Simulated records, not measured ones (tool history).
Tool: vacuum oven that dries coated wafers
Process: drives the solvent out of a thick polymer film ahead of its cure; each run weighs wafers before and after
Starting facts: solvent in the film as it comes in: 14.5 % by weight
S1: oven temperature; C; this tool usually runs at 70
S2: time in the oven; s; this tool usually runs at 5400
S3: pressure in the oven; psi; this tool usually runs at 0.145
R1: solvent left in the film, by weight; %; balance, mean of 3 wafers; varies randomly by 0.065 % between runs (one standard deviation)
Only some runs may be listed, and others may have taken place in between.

run 1 hour=0.0 | S1=70 S2=5400 S3=0.145 | R1=4.04
run 2 hour=17.8 | S1=70 S2=5400 S3=0.145 | R1=3.86
run 3 hour=47.7 | S1=70 S2=5400 S3=0.145 | R1=4.00
run 4 hour=76.4 | S1=70 S2=5400 S3=0.145 | R1=4.06
run 5 hour=94.1 | S1=70 S2=5400 S3=0.145 | R1=4.17
run 6 hour=111.5 | S1=70 S2=5400 S3=0.239 | R1=4.84
run 7 hour=128.8 | S1=70 S2=5400 S3=0.145 | R1=4.09
run 8 hour=143.9 | S1=84 S2=5400 S3=0.145 | R1=1.17
run 9 hour=167.4 | S1=70 S2=5400 S3=0.145 | R1=4.09
run 10 hour=192.1 | S1=70 S2=5400 S3=0.120 | R1=3.85
run 11 hour=208.2 | S1=80 S2=5400 S3=0.145 | R1=1.61
run 12 hour=223.7 | S1=80 S2=5400 S3=0.145 | R1=1.62
run 13 hour=237.4 | S1=80 S2=3120 S3=0.145 | R1=2.82
run 14 hour=259.9 | S1=70 S2=5400 S3=0.145 | R1=3.91
run 15 hour=287.9 | S1=70 S2=5400 S3=0.145 | R1=4.07
run 16 hour=304.5 | S1=70 S2=5400 S3=0.145 | R1=3.97
run 17 hour=317.2 | S1=70 S2=5400 S3=0.466 | R1=6.54
run 18 hour=334.6 | S1=70 S2=5400 S3=0.466 | R1=6.67
run 19 hour=351.4 | S1=70 S2=5400 S3=0.110 | R1=3.79
run 20 hour=367.7 | S1=70 S2=5400 S3=0.110 | R1=3.77
run 21 hour=394.5 | S1=70 S2=5400 S3=0.110 | R1=3.69
run 22 hour=421.3 | S1=70 S2=8160 S3=0.145 | R1=2.85
run 23 hour=438.6 | S1=70 S2=8160 S3=0.145 | R1=2.81
run 24 hour=460.5 | S1=70 S2=8160 S3=0.145 | R1=2.83
run 25 hour=484.2 | S1=70 S2=6300 S3=0.145 | R1=3.54

Run 26, settings as shown, results not yet in. Your forecast:
run 26 hour=509.3 | S1=65 S2=9660 S3=0.145 | R1=?

R1: 3.91 %
Were there no unlogged condition in the tool, this run, its random variation unchanged, would have produced R1 3.80 %.
